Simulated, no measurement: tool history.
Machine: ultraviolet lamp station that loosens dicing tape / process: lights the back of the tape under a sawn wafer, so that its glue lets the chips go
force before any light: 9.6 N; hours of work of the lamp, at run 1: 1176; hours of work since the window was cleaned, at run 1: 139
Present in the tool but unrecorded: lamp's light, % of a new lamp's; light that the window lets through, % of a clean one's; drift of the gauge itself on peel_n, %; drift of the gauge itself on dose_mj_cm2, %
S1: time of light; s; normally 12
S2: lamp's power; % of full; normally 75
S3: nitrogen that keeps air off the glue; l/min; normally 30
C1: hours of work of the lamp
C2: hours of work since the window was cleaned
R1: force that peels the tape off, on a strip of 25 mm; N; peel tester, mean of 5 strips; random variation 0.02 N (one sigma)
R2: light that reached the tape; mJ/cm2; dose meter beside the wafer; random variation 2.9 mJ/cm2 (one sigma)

Run 1, day 0: usual settings; C1 1176; C2 139. Result: R1 1.72 N, R2 312 mJ/cm2.
Run 2, day 1.996: usual settings; C1 1202; C2 165. Result: R1 1.88 N, R2 315 mJ/cm2.
Run 3, day 5.342: usual settings; C1 1244; C2 207. Result: R1 1.788 N, R2 299 mJ/cm2.
Run 4, day 8.479: usual settings; C1 1285; C2 248. Result: R1 1.894 N, R2 295 mJ/cm2.
Run 5, day 10.117: usual settings; C1 1306; C2 269. Result: R1 1.979 N, R2 289 mJ/cm2.
Run 6, day 12.275: usual settings; C1 1333; C2 296. Result: R1 1.944 N, R2 290 mJ/cm2.
Run 7, day 13.962: usual settings but S2 89 % of full; C1 1355; C2 318. Result: R1 1.531 N, R2 335 mJ/cm2.
Run 8, day 17.054: usual settings but S2 89 % of full; C1 1394; C2 357. Result: R1 1.595 N, R2 325 mJ/cm2.
Run 9, day 20.433: usual settings but S2 89 % of full; C1 1438; C2 401. Result: R1 1.758 N, R2 322 mJ/cm2.
Run 10, day 23.842: usual settings but S2 89 % of full, S3 13 l/min; C1 1481; C2 444. Result: R1 2.608 N, R2 311 mJ/cm2.
Run 11, day 26.133: usual settings but S2 89 % of full, S3 13 l/min; C1 1511; C2 474. Result: R1 2.678 N, R2 301 mJ/cm2.
Run 12, day 27.775: usual settings but S1 6 s, S3 40 l/min; C1 1532; C2 495. Result: R1 4.599 N, R2 126 mJ/cm2.
Run 13, day 30: usual settings but S1 9 s; C1 1560; C2 523. Result: R1 3.464 N, R2 186 mJ/cm2.
At day 32.483: window cleaned of glue's vapour.
Run 14, day 33.45: usual settings but S1 9 s; C1 1604; C2 12. Result: R1 2.754 N, R2 222 mJ/cm2.
Run 15, day 35.958: usual settings but S1 9 s, S2 67 % of full, S3 53 l/min; C1 1636; C2 44. Result: R1 2.647 N, R2 198 mJ/cm2.

The logged runs with the hidden state left out (each run's random variation unchanged):
run     R1   R2
  1   0.99  427
  2  1.062  436
  3  0.965  425
  4  0.987  429
  5  1.012  427
  6   0.97  434
  7  0.692  509
  8  0.692  508
  9  0.732  515
 10  1.217  513
 11  1.218  506
 12  2.722  214
 13  1.687  325
 14  1.647  321
 15  1.518  290
